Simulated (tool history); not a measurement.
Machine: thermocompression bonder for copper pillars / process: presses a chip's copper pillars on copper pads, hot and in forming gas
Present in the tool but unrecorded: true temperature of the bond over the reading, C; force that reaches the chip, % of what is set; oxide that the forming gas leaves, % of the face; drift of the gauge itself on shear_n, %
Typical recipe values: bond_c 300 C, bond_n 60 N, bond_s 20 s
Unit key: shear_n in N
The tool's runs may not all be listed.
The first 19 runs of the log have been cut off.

run   hour  bond_c  bond_n  bond_s  hours of work since the heater was calibrated  hours of work since the force cell was calibrated  hours of work since the gas filter was changed  shear_n
 20  273.7     300      60      20                                            809                                                314                                             143     36.0
 21  281.9     300      67      20                                            813                                                318                                             147     40.3
 22  295.5     300      53      32                                            820                                                325                                             154     38.3
 23  304.0     313      52      49                                            825                                                329                                             158     51.1
 24  319.5     274      60      19                                            832                                                337                                             166     24.3
 25  334.6     300      76      47                                            840                                                345                                             174     57.6
 26  350.1     312      79      20                                            848                                                353                                             182     52.2
 27  367.0     314      60      23                                            856                                                361                                             190     45.0
 28  380.5     290      45      52                                            863                                                368                                             197     34.5
 29  388.8     290      45      52                                            868                                                372                                             201     34.2
 30  401.0     300      47      17                                            874                                                378                                             208     26.0
 31  417.2     314      47      17                                            882                                                387                                             216     31.4
 32  428.5     274      80      17                                            888                                                392                                             222     30.4
 33  448.1     300      45      17                                            898                                                402                                             232     25.8
 34  461.9     300      45      17                                            905                                                409                                             238     24.5
 35  471.7     320      86      43                                            909                                                414                                             243     72.6
 36  486.1     319      86      47                                            917                                                421                                             251     72.1
 37  500.9     310      60      19                                            924                                                429                                             258     39.4
 38  511.2     300      57      10                                            930                                                434                                             263     25.3
 39  530.8     300      69      15                                            939                                                444                                             273     35.8
 40  549.2     270      41      22                                            949                                                453                                             283     15.1

Here are 4 independent what-if runs from the current tool condition. What would each one return?
  A  560.3     300      60      22                                            954                                                459                                             288        ?
  B  560.3     295      60      20                                            954                                                459                                             288        ?
  C  560.3     317      43      40                                            954                                                459                                             288        ?
  D  560.3     270      53      21                                            954                                                459                                             288        ?

run  shear_n
  A     37.0
  B     32.4
  C     40.9
  D     19.9
Stripped of hidden state, with their random variation kept, the same runs would have yielded:
run  shear_n
  A     41.2
  B     36.4
  C     45.3
  D     22.8
